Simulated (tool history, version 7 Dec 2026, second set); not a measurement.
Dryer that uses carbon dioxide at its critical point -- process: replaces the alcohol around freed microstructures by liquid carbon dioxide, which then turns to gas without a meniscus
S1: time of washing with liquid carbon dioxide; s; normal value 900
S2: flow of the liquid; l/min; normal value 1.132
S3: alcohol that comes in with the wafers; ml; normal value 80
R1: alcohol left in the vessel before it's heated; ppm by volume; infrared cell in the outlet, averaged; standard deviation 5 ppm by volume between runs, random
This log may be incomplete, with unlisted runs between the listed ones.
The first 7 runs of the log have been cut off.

{"run": 8, "hour": 91.0, "S1": 900, "S2": 1.132, "S3": 34, "R1": 19}
{"run": 9, "hour": 100.9, "S1": 900, "S2": 1.132, "S3": 34, "R1": 29}
{"run": 10, "hour": 109.6, "S1": 900, "S2": 1.132, "S3": 34, "R1": 30}
{"run": 11, "hour": 119.0, "S1": 900, "S2": 1.132, "S3": 34, "R1": 26}
{"run": 12, "hour": 128.0, "S1": 900, "S2": 1.132, "S3": 34, "R1": 39}
{"run": 13, "hour": 141.0, "S1": 900, "S2": 1.132, "S3": 94, "R1": 53}
{"run": 14, "hour": 151.9, "S1": 900, "S2": 1.7, "S3": 80, "R1": 22}
{"run": 15, "hour": 167.5, "S1": 900, "S2": 1.7, "S3": 80, "R1": 9}
{"run": 16, "hour": 181.9, "S1": 900, "S2": 1.7, "S3": 80, "R1": 25}
{"run": 17, "hour": 192.6, "S1": 900, "S2": 1.132, "S3": 29, "R1": 25}
{"run": 18, "hour": 203.6, "S1": 900, "S2": 1.07, "S3": 29, "R1": 38}
{"run": 19, "hour": 217.1, "S1": 900, "S2": 1.07, "S3": 29, "R1": 37}
{"run": 20, "hour": 233.0, "S1": 900, "S2": 1.132, "S3": 60, "R1": 51}
{"run": 21, "hour": 246.6, "S1": 900, "S2": 1.132, "S3": 80, "R1": 53}
{"run": 22, "hour": 259.4, "S1": 900, "S2": 1.132, "S3": 80, "R1": 55}

For run 23, what comes out?
{"run": 23, "hour": 270.5, "S1": 900, "S2": 1.132, "S3": 80, "R1": "?"}

{"run 23": {"R1": 55}}
With no hidden state in the tool, this same run would have given R1 15 ppm by volume.
